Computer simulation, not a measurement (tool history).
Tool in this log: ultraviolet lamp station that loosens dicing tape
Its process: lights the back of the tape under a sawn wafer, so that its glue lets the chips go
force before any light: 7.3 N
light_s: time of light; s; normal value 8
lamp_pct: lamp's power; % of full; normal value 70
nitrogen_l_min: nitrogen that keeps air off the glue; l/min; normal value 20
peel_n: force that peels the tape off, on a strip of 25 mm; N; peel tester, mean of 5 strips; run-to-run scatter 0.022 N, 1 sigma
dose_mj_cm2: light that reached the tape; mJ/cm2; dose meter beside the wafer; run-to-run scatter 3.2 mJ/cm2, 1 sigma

run 1 hour=0.0 | light_s=8 lamp_pct=70 nitrogen_l_min=20 | peel_n=1.160 dose_mj_cm2=467
run 2 hour=5.0 | light_s=8 lamp_pct=70 nitrogen_l_min=20 | peel_n=1.148 dose_mj_cm2=468
run 3 hour=13.4 | light_s=8 lamp_pct=70 nitrogen_l_min=20 | peel_n=1.207 dose_mj_cm2=466
run 4 hour=18.6 | light_s=8 lamp_pct=70 nitrogen_l_min=20 | peel_n=1.204 dose_mj_cm2=464
run 5 hour=28.8 | light_s=8 lamp_pct=70 nitrogen_l_min=20 | peel_n=1.225 dose_mj_cm2=468
run 6 hour=37.4 | light_s=8 lamp_pct=70 nitrogen_l_min=20 | peel_n=1.215 dose_mj_cm2=463
run 7 hour=46.2 | light_s=8 lamp_pct=62 nitrogen_l_min=20 | peel_n=1.444 dose_mj_cm2=411
run 8 hour=53.3 | light_s=8 lamp_pct=62 nitrogen_l_min=20 | peel_n=1.535 dose_mj_cm2=401
run 9 hour=61.3 | light_s=8 lamp_pct=70 nitrogen_l_min=13 | peel_n=1.455 dose_mj_cm2=457
run 10 hour=67.2 | light_s=8 lamp_pct=70 nitrogen_l_min=20 | peel_n=1.213 dose_mj_cm2=459
run 11 hour=73.5 | light_s=8 lamp_pct=70 nitrogen_l_min=20 | peel_n=1.211 dose_mj_cm2=459
run 12 hour=78.2 | light_s=8 lamp_pct=70 nitrogen_l_min=20 | peel_n=1.247 dose_mj_cm2=457
run 13 hour=84.2 | light_s=8 lamp_pct=70 nitrogen_l_min=20 | peel_n=1.214 dose_mj_cm2=455
run 14 hour=91.0 | light_s=8 lamp_pct=75 nitrogen_l_min=20 | peel_n=1.129 dose_mj_cm2=483
run 15 hour=97.4 | light_s=10 lamp_pct=70 nitrogen_l_min=20 | peel_n=0.869 dose_mj_cm2=562
run 16 hour=103.1 | light_s=10 lamp_pct=70 nitrogen_l_min=20 | peel_n=0.864 dose_mj_cm2=567
run 17 hour=113.2 | light_s=10 lamp_pct=70 nitrogen_l_min=20 | peel_n=0.863 dose_mj_cm2=556
run 18 hour=118.0 | light_s=10 lamp_pct=70 nitrogen_l_min=20 | peel_n=0.847 dose_mj_cm2=558
run 19 hour=124.9 | light_s=5 lamp_pct=70 nitrogen_l_min=20 | peel_n=2.419 dose_mj_cm2=277
run 20 hour=134.0 | light_s=5 lamp_pct=70 nitrogen_l_min=20 | peel_n=2.376 dose_mj_cm2=279
run 21 hour=144.1 | light_s=8 lamp_pct=94 nitrogen_l_min=20 | peel_n=0.772 dose_mj_cm2=595
run 22 hour=152.5 | light_s=8 lamp_pct=94 nitrogen_l_min=20 | peel_n=0.762 dose_mj_cm2=599
run 23 hour=161.7 | light_s=8 lamp_pct=94 nitrogen_l_min=20 | peel_n=0.810 dose_mj_cm2=594
run 24 hour=170.4 | light_s=10 lamp_pct=89 nitrogen_l_min=20 | peel_n=0.582 dose_mj_cm2=699
run 25 hour=177.6 | light_s=5 lamp_pct=89 nitrogen_l_min=18 | peel_n=1.917 dose_mj_cm2=345
run 26 hour=187.3 | light_s=5 lamp_pct=69 nitrogen_l_min=37 | peel_n=2.244 dose_mj_cm2=270
run 27 hour=195.2 | light_s=5 lamp_pct=69 nitrogen_l_min=37 | peel_n=2.167 dose_mj_cm2=267
run 28 hour=204.0 | light_s=9 lamp_pct=69 nitrogen_l_min=11 | peel_n=1.450 dose_mj_cm2=478
run 29 hour=213.6 | light_s=9 lamp_pct=69 nitrogen_l_min=11 | peel_n=1.421 dose_mj_cm2=475
run 30 hour=223.2 | light_s=10 lamp_pct=87 nitrogen_l_min=13 | peel_n=0.710 dose_mj_cm2=672
run 31 hour=231.0 | light_s=10 lamp_pct=87 nitrogen_l_min=13 | peel_n=0.766 dose_mj_cm2=667
run 32 hour=237.3 | light_s=8 lamp_pct=100 nitrogen_l_min=12 | peel_n=0.936 dose_mj_cm2=614
run 33 hour=244.1 | light_s=4 lamp_pct=70 nitrogen_l_min=20 | peel_n=3.177 dose_mj_cm2=212
run 34 hour=253.5 | light_s=4 lamp_pct=70 nitrogen_l_min=20 | peel_n=3.178 dose_mj_cm2=213
run 35 hour=260.2 | light_s=6 lamp_pct=68 nitrogen_l_min=17 | peel_n=2.261 dose_mj_cm2=308
run 36 hour=269.7 | light_s=6 lamp_pct=68 nitrogen_l_min=17 | peel_n=2.280 dose_mj_cm2=308
-- hour=272.7 window cleaned of glue's vapour
run 37 hour=281.0 | light_s=6 lamp_pct=68 nitrogen_l_min=17 | peel_n=2.084 dose_mj_cm2=325
run 38 hour=288.8 | light_s=8 lamp_pct=70 nitrogen_l_min=19 | peel_n=1.264 dose_mj_cm2=446
run 39 hour=296.5 | light_s=7 lamp_pct=70 nitrogen_l_min=15 | peel_n=1.747 dose_mj_cm2=387
run 40 hour=307.3 | light_s=6 lamp_pct=70 nitrogen_l_min=12 | peel_n=2.227 dose_mj_cm2=328
run 41 hour=317.6 | light_s=12 lamp_pct=70 nitrogen_l_min=20 | peel_n=0.628 dose_mj_cm2=664

The next listed run, before its measurement:
run 42 hour=326.2 | light_s=6 lamp_pct=73 nitrogen_l_min=10 | peel_n=? dose_mj_cm2=?

{"run 42": {"peel_n": 2.378, "dose_mj_cm2": 346}}
Take away the tool's hidden state, keep the run-to-run variation as it was, and the same run would have given peel_n 2.015 N, dose_mj_cm2 398 mJ/cm2.
